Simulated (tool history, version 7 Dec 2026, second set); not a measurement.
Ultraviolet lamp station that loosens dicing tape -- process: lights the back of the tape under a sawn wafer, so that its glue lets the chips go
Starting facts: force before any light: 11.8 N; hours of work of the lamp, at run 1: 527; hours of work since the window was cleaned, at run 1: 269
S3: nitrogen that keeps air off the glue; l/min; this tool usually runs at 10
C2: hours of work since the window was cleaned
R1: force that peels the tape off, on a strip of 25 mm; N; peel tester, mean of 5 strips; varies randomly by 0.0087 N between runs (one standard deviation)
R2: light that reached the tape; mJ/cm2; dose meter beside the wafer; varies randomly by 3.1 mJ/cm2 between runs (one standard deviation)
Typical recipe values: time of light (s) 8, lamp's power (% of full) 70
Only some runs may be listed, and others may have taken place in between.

{"run": 1, "hour": 0.0, "time of light (s)": 8, "lamp's power (% of full)": 70, "S3": 10, "hours of work of the lamp": 527, "C2": 269, "R1": 0.56, "R2": 413}
{"run": 2, "hour": 25.7, "time of light (s)": 8, "lamp's power (% of full)": 70, "S3": 10, "hours of work of the lamp": 542, "C2": 284, "R1": 0.535, "R2": 418}
{"run": 3, "hour": 60.4, "time of light (s)": 8, "lamp's power (% of full)": 70, "S3": 10, "hours of work of the lamp": 562, "C2": 304, "R1": 0.589, "R2": 416}
{"run": 4, "hour": 77.4, "time of light (s)": 8, "lamp's power (% of full)": 84, "S3": 10, "hours of work of the lamp": 572, "C2": 314, "R1": 0.343, "R2": 497}
{"run": 5, "hour": 107.3, "time of light (s)": 8, "lamp's power (% of full)": 70, "S3": 10, "hours of work of the lamp": 589, "C2": 331, "R1": 0.59, "R2": 407}
{"run": 6, "hour": 126.2, "time of light (s)": 8, "lamp's power (% of full)": 70, "S3": 10, "hours of work of the lamp": 600, "C2": 342, "R1": 0.595, "R2": 408}
{"run": 7, "hour": 160.7, "time of light (s)": 8, "lamp's power (% of full)": 70, "S3": 17, "hours of work of the lamp": 620, "C2": 362, "R1": 0.403, "R2": 407}
{"run": 8, "hour": 186.1, "time of light (s)": 8, "lamp's power (% of full)": 70, "S3": 17, "hours of work of the lamp": 634, "C2": 377, "R1": 0.409, "R2": 402}
{"run": 9, "hour": 212.9, "time of light (s)": 8, "lamp's power (% of full)": 70, "S3": 10, "hours of work of the lamp": 650, "C2": 392, "R1": 0.626, "R2": 402}
{"hour": 215.7, "done": "window cleaned of glue's vapour"}
{"run": 10, "hour": 241.1, "time of light (s)": 8, "lamp's power (% of full)": 70, "S3": 10, "hours of work of the lamp": 666, "C2": 15, "R1": 0.694, "R2": 384}
{"run": 11, "hour": 260.0, "time of light (s)": 8, "lamp's power (% of full)": 70, "S3": 10, "hours of work of the lamp": 677, "C2": 26, "R1": 0.702, "R2": 388}
{"run": 12, "hour": 291.1, "time of light (s)": 8, "lamp's power (% of full)": 70, "S3": 10, "hours of work of the lamp": 695, "C2": 44, "R1": 0.709, "R2": 386}
{"run": 13, "hour": 322.2, "time of light (s)": 8, "lamp's power (% of full)": 70, "S3": 19, "hours of work of the lamp": 713, "C2": 62, "R1": 0.437, "R2": 379}
{"hour": 357.3, "done": "window cleaned of glue's vapour, once more"}
{"run": 14, "hour": 362.9, "time of light (s)": 7, "lamp's power (% of full)": 70, "S3": 19, "hours of work of the lamp": 736, "C2": 3, "R1": 0.504, "R2": 362}
{"run": 15, "hour": 383.4, "time of light (s)": 8, "lamp's power (% of full)": 70, "S3": 10, "hours of work of the lamp": 748, "C2": 15, "R1": 0.584, "R2": 417}
{"run": 16, "hour": 405.6, "time of light (s)": 8, "lamp's power (% of full)": 70, "S3": 10, "hours of work of the lamp": 761, "C2": 28, "R1": 0.585, "R2": 412}
{"run": 17, "hour": 433.7, "time of light (s)": 8, "lamp's power (% of full)": 70, "S3": 10, "hours of work of the lamp": 777, "C2": 44, "R1": 0.552, "R2": 404}
{"run": 18, "hour": 452.4, "time of light (s)": 8, "lamp's power (% of full)": 70, "S3": 10, "hours of work of the lamp": 788, "C2": 55, "R1": 0.598, "R2": 402}
{"run": 19, "hour": 490.4, "time of light (s)": 8, "lamp's power (% of full)": 70, "S3": 10, "hours of work of the lamp": 810, "C2": 77, "R1": 0.602, "R2": 401}
{"run": 20, "hour": 525.6, "time of light (s)": 12, "lamp's power (% of full)": 70, "S3": 10, "hours of work of the lamp": 830, "C2": 97, "R1": 0.187, "R2": 603}
{"run": 21, "hour": 562.0, "time of light (s)": 12, "lamp's power (% of full)": 70, "S3": 10, "hours of work of the lamp": 851, "C2": 118, "R1": 0.186, "R2": 606}
{"run": 22, "hour": 580.0, "time of light (s)": 12, "lamp's power (% of full)": 70, "S3": 10, "hours of work of the lamp": 861, "C2": 129, "R1": 0.191, "R2": 597}
{"run": 23, "hour": 617.3, "time of light (s)": 12, "lamp's power (% of full)": 92, "S3": 18, "hours of work of the lamp": 883, "C2": 150, "R1": 0.063, "R2": 775}
{"run": 24, "hour": 634.1, "time of light (s)": 12, "lamp's power (% of full)": 92, "S3": 18, "hours of work of the lamp": 893, "C2": 160, "R1": 0.077, "R2": 776}
{"run": 25, "hour": 670.6, "time of light (s)": 12, "lamp's power (% of full)": 92, "S3": 18, "hours of work of the lamp": 914, "C2": 181, "R1": 0.069, "R2": 771}
{"run": 26, "hour": 706.1, "time of light (s)": 4, "lamp's power (% of full)": 63, "S3": 5, "hours of work of the lamp": 934, "C2": 201, "R1": 3.988, "R2": 174}
{"run": 27, "hour": 733.7, "time of light (s)": 11, "lamp's power (% of full)": 86, "S3": 5, "hours of work of the lamp": 950, "C2": 217, "R1": 0.295, "R2": 651}
{"run": 28, "hour": 764.0, "time of light (s)": 11, "lamp's power (% of full)": 97, "S3": 6, "hours of work of the lamp": 968, "C2": 235, "R1": 0.167, "R2": 736}
{"run": 29, "hour": 791.0, "time of light (s)": 14, "lamp's power (% of full)": 97, "S3": 6, "hours of work of the lamp": 983, "C2": 250, "R1": 0.098, "R2": 927}
{"run": 30, "hour": 808.7, "time of light (s)": 8, "lamp's power (% of full)": 80, "S3": 10, "hours of work of the lamp": 993, "C2": 261, "R1": 0.514, "R2": 436}
{"run": 31, "hour": 849.1, "time of light (s)": 5, "lamp's power (% of full)": 79, "S3": 8, "hours of work of the lamp": 1017, "C2": 284, "R1": 1.848, "R2": 267}
{"run": 32, "hour": 876.9, "time of light (s)": 8, "lamp's power (% of full)": 80, "S3": 11, "hours of work of the lamp": 1033, "C2": 300, "R1": 0.461, "R2": 425}
{"run": 33, "hour": 898.7, "time of light (s)": 8, "lamp's power (% of full)": 70, "S3": 17, "hours of work of the lamp": 1045, "C2": 313, "R1": 0.511, "R2": 376}
{"run": 34, "hour": 918.1, "time of light (s)": 8, "lamp's power (% of full)": 70, "S3": 17, "hours of work of the lamp": 1057, "C2": 324, "R1": 0.528, "R2": 376}
{"run": 35, "hour": 948.2, "time of light (s)": 8, "lamp's power (% of full)": 70, "S3": 17, "hours of work of the lamp": 1074, "C2": 341, "R1": 0.523, "R2": 369}
{"run": 36, "hour": 979.5, "time of light (s)": 8, "lamp's power (% of full)": 93, "S3": 3, "hours of work of the lamp": 1092, "C2": 359, "R1": 1.093, "R2": 489}
{"run": 37, "hour": 1018.9, "time of light (s)": 8, "lamp's power (% of full)": 72, "S3": 13, "hours of work of the lamp": 1115, "C2": 382, "R1": 0.622, "R2": 377}
{"hour": 1038.4, "done": "window cleaned of glue's vapour"}
{"run": 38, "hour": 1038.6, "time of light (s)": 16, "lamp's power (% of full)": 83, "S3": 11, "hours of work of the lamp": 1126, "C2": 0, "R1": 0.072, "R2": 903}
{"run": 39, "hour": 1068.2, "time of light (s)": 10, "lamp's power (% of full)": 96, "S3": 13, "hours of work of the lamp": 1143, "C2": 17, "R1": 0.123, "R2": 650}
{"run": 40, "hour": 1093.2, "time of light (s)": 10, "lamp's power (% of full)": 96, "S3": 13, "hours of work of the lamp": 1158, "C2": 32, "R1": 0.118, "R2": 650}
{"run": 41, "hour": 1110.1, "time of light (s)": 10, "lamp's power (% of full)": 96, "S3": 13, "hours of work of the lamp": 1167, "C2": 41, "R1": 0.116, "R2": 645}
{"run": 42, "hour": 1149.9, "time of light (s)": 8, "lamp's power (% of full)": 70, "S3": 3, "hours of work of the lamp": 1190, "C2": 64, "R1": 1.91, "R2": 370}
{"run": 43, "hour": 1181.3, "time of light (s)": 5, "lamp's power (% of full)": 67, "S3": 19, "hours of work of the lamp": 1208, "C2": 83, "R1": 1.634, "R2": 222}

3 ways to go on from here, each from the tool as it stands after run 43. What would each give?
{"run": "A", "hour": 1218.6, "time of light (s)": 5, "lamp's power (% of full)": 64, "S3": 19, "hours of work of the lamp": 1230, "C2": 104, "R1": "?", "R2": "?"}
{"run": "B", "hour": 1218.6, "time of light (s)": 5, "lamp's power (% of full)": 67, "S3": 6, "hours of work of the lamp": 1230, "C2": 104, "R1": "?", "R2": "?"}
{"run": "C", "hour": 1218.6, "time of light (s)": 8, "lamp's power (% of full)": 66, "S3": 4, "hours of work of the lamp": 1230, "C2": 104, "R1": "?", "R2": "?"}

run=A R1=1.733 R2=210
run=B R1=3.017 R2=224
run=C R1=1.8 R2=350
Stripped of hidden state, with their random variation kept, the same runs would have yielded:
run=A R1=0.969 R2=277
run=B R1=1.942 R2=295
run=C R1=1 R2=463

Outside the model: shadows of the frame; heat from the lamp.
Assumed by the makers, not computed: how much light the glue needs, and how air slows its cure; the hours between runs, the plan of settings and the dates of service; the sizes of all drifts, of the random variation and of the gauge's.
